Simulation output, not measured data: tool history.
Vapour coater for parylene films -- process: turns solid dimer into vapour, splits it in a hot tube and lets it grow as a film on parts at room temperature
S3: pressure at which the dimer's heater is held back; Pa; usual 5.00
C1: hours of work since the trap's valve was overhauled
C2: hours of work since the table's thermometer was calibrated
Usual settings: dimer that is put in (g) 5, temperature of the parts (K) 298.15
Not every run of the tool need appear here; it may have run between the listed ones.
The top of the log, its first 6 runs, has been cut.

{"run": 7, "hour": 257.0, "dimer that is put in (g)": 4, "temperature of the parts (K)": 298.15, "S3": 5.0, "C1": 64, "C2": 222, "thickness of the film (um)": 0.839}
{"run": 8, "hour": 322.7, "dimer that is put in (g)": 4, "temperature of the parts (K)": 298.15, "S3": 5.0, "C1": 96, "C2": 254, "thickness of the film (um)": 0.822}
{"run": 9, "hour": 359.0, "dimer that is put in (g)": 5, "temperature of the parts (K)": 295.15, "S3": 5.0, "C1": 113, "C2": 272, "thickness of the film (um)": 1.172}
{"run": 10, "hour": 415.3, "dimer that is put in (g)": 5, "temperature of the parts (K)": 295.15, "S3": 5.0, "C1": 141, "C2": 299, "thickness of the film (um)": 1.157}
{"run": 11, "hour": 483.2, "dimer that is put in (g)": 5, "temperature of the parts (K)": 295.15, "S3": 9.15, "C1": 174, "C2": 332, "thickness of the film (um)": 0.996}
{"run": 12, "hour": 537.7, "dimer that is put in (g)": 5, "temperature of the parts (K)": 295.15, "S3": 9.15, "C1": 200, "C2": 359, "thickness of the film (um)": 0.993}
{"run": 13, "hour": 592.2, "dimer that is put in (g)": 5, "temperature of the parts (K)": 295.15, "S3": 9.15, "C1": 227, "C2": 385, "thickness of the film (um)": 0.978}
{"run": 14, "hour": 662.6, "dimer that is put in (g)": 5, "temperature of the parts (K)": 291.15, "S3": 5.0, "C1": 261, "C2": 420, "thickness of the film (um)": 1.338}
{"run": 15, "hour": 715.3, "dimer that is put in (g)": 5, "temperature of the parts (K)": 291.15, "S3": 5.0, "C1": 287, "C2": 445, "thickness of the film (um)": 1.326}
{"run": 16, "hour": 749.8, "dimer that is put in (g)": 5, "temperature of the parts (K)": 291.15, "S3": 5.0, "C1": 304, "C2": 462, "thickness of the film (um)": 1.33}
{"run": 17, "hour": 811.7, "dimer that is put in (g)": 5, "temperature of the parts (K)": 291.15, "S3": 5.0, "C1": 334, "C2": 492, "thickness of the film (um)": 1.313}
{"run": 18, "hour": 864.3, "dimer that is put in (g)": 5, "temperature of the parts (K)": 291.15, "S3": 5.0, "C1": 360, "C2": 518, "thickness of the film (um)": 1.292}
{"hour": 870.4, "done": "table's thermometer calibrated"}
{"run": 19, "hour": 911.3, "dimer that is put in (g)": 5, "temperature of the parts (K)": 291.15, "S3": 5.0, "C1": 382, "C2": 20, "thickness of the film (um)": 1.3}
{"hour": 945.0, "done": "trap's valve overhauled"}
{"run": 20, "hour": 982.6, "dimer that is put in (g)": 5, "temperature of the parts (K)": 291.15, "S3": 5.0, "C1": 18, "C2": 53, "thickness of the film (um)": 1.433}
{"run": 21, "hour": 1027.0, "dimer that is put in (g)": 5, "temperature of the parts (K)": 291.15, "S3": 5.0, "C1": 40, "C2": 74, "thickness of the film (um)": 1.432}
{"run": 22, "hour": 1057.8, "dimer that is put in (g)": 5, "temperature of the parts (K)": 308.15, "S3": 4.4, "C1": 55, "C2": 89, "thickness of the film (um)": 0.714}
{"run": 23, "hour": 1111.1, "dimer that is put in (g)": 5, "temperature of the parts (K)": 308.15, "S3": 4.4, "C1": 81, "C2": 115, "thickness of the film (um)": 0.699}

Expected results for the next run?
{"run": 24, "hour": 1152.0, "dimer that is put in (g)": 5, "temperature of the parts (K)": 291.15, "S3": 5.0, "C1": 101, "C2": 135, "thickness of the film (um)": "?"}

Run 24 produced thickness of the film (um) 1.417.
With the hidden condition absent and the run-to-run variation left alone, this run would have shown thickness of the film (um) 1.427.
